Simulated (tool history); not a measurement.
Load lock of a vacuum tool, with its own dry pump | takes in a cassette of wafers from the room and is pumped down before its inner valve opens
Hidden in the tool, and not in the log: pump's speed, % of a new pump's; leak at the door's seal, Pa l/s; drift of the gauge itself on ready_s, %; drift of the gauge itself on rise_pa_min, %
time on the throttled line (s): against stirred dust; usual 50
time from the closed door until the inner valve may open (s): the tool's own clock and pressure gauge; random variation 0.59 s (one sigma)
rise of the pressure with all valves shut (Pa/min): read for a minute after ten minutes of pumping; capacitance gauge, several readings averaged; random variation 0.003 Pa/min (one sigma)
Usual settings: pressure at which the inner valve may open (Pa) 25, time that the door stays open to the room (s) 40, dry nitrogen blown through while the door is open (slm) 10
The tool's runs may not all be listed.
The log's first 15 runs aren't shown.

run,day,time on the throttled line (s),pressure at which the inner valve may open (Pa),time that the door stays open to the room (s),dry nitrogen blown through while the door is open (slm),hours that the pump has run since its overhaul,times that the door has closed on its seal,"incoming humidity of the room's air, %",time from the closed door until the inner valve may open (s),rise of the pressure with all valves shut (Pa/min)
16,80.842,50,25,40,8,14443,12507,42.8,92.7,0.100
17,85.912,50,25,40,8,14564,12676,45.8,93.2,0.101
18,91.608,50,25,40,8,14701,12865,46.5,93.0,0.105
19,95.683,26,25,31,8,14799,13001,41.8,74.6,0.093
20,103.404,55,40,97,9,14984,13257,48.2,94.2,0.134
21,109.829,40,19,40,4,15138,13471,48.9,87.9,0.114
22,115.454,50,25,128,36,15273,13658,46.0,94.2,0.111
23,123.162,50,25,128,36,15458,13914,47.4,93.4,0.109

The next listed run, before its measurement:
24,131.046,50,25,128,9,15648,14176,47.1,?,?

Run 24 gave time from the closed door until the inner valve may open (s) 94.0, rise of the pressure with all valves shut (Pa/min) 0.145.
Without the tool's hidden state the same run would have given time from the closed door until the inner valve may open (s) 85.0, rise of the pressure with all valves shut (Pa/min) 0.087.
